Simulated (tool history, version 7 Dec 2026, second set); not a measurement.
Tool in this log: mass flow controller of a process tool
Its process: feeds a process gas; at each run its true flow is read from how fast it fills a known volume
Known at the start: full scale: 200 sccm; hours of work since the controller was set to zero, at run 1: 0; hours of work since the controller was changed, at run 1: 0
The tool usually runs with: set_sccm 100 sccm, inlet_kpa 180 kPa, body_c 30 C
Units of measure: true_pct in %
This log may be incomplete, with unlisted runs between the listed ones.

run	day	set_sccm	inlet_kpa	body_c	hours of work since the controller was set to zero	hours of work since the controller was changed	true_pct
1	0	100	180	30	0	0	100.3
2	17.429	100	187	30	195	195	100.31
3	38.933	100	187	30	437	437	100.04
4	49.112	100	157	30	551	551	100.31
5	62.429	100	180	32	700	700	100.31
6	86.179	100	180	32	966	966	100.23
7	105.204	100	180	34	1180	1180	100.5
8	127.121	98	162	40	1425	1425	101.09
9	145.383	52	220	27	1630	1630	99.35
10	169.321	76	220	27	1899	1899	99.17
11	182.796	144	220	30	2050	2050	99.66
12	200.771	144	220	30	2251	2251	99.34

Predict each of these 5 candidate next runs independently; none follows another, all start after run 12:
A	213.821	144	267	30	2398	2398	?
B	213.821	39	177	37	2398	2398	?
C	213.821	181	220	30	2398	2398	?
D	213.821	94	220	39	2398	2398	?
E	213.821	144	158	30	2398	2398	?

run	true_pct
A	98.98
B	101.02
C	99.45
D	100.27
E	99.95
The same runs, with their run-to-run variation unchanged, on a tool lacking any hidden condition would have given:
run	true_pct
A	99.69
B	100.34
C	100.27
D	100.71
E	100.67

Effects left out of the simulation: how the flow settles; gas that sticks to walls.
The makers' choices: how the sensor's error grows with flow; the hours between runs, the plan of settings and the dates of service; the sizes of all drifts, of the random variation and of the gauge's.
